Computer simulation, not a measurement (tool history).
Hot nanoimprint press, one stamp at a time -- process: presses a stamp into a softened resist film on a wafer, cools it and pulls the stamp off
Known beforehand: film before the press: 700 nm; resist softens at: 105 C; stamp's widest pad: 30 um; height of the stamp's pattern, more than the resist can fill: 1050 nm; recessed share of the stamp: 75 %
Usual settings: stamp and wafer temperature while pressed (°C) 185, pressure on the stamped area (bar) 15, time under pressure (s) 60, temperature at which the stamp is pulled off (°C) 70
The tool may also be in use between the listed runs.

| run | hour | stamp and wafer temperature while pressed (°C) | pressure on the stamped area (bar) | time under pressure (s) | temperature at which the stamp is pulled off (°C) | resist left under the stamp's widest pad (Å) | greatest force while the stamp is pulled off (N) |
|---|---|---|---|---|---|---|---|
| 1 | 0 | 185 | 15 | 60 | 70 | 3640 | 201 |
| 2 | 8.6 | 185 | 15 | 60 | 70 | 3641 | 202 |
| 3 | 13.8 | 185 | 15 | 73 | 70 | 3426 | 206 |
| 4 | 21.6 | 185 | 15 | 87 | 70 | 3280 | 205 |
| 5 | 27.5 | 185 | 15 | 87 | 70 | 3253 | 217 |
| 6 | 34.9 | 185 | 15 | 87 | 70 | 3275 | 206 |
| 7 | 43.1 | 185 | 12 | 87 | 70 | 3672 | 223 |
| 8 | 47.9 | 185 | 12 | 87 | 70 | 3659 | 213 |
| 9 | 52.7 | 185 | 12 | 87 | 70 | 3690 | 219 |
| 10 | 57.6 | 185 | 12 | 87 | 70 | 3648 | 214 |
|  | 61.2 | plate thermocouple calibrated |
| 11 | 64.8 | 185 | 12 | 87 | 70 | 3822 | 213 |
| 12 | 72.8 | 185 | 15 | 60 | 70 | 3789 | 220 |
| 13 | 78.7 | 185 | 15 | 60 | 70 | 3805 | 232 |
| 14 | 85.9 | 185 | 15 | 60 | 70 | 3766 | 230 |
| 15 | 95.9 | 185 | 15 | 60 | 70 | 3795 | 233 |

Forecast run 16:
| 16 | 103 | 175 | 21.1 | 60 | 70 | ? | ? |

{"run 16": {"resist left under the stamp's widest pad (Å)": 4581, "greatest force while the stamp is pulled off (N)": 226}}
Take away the tool's hidden state, keep the run-to-run variation as it was, and the same run would have given resist left under the stamp's widest pad (Å) 4052, greatest force while the stamp is pulled off (N) 171.
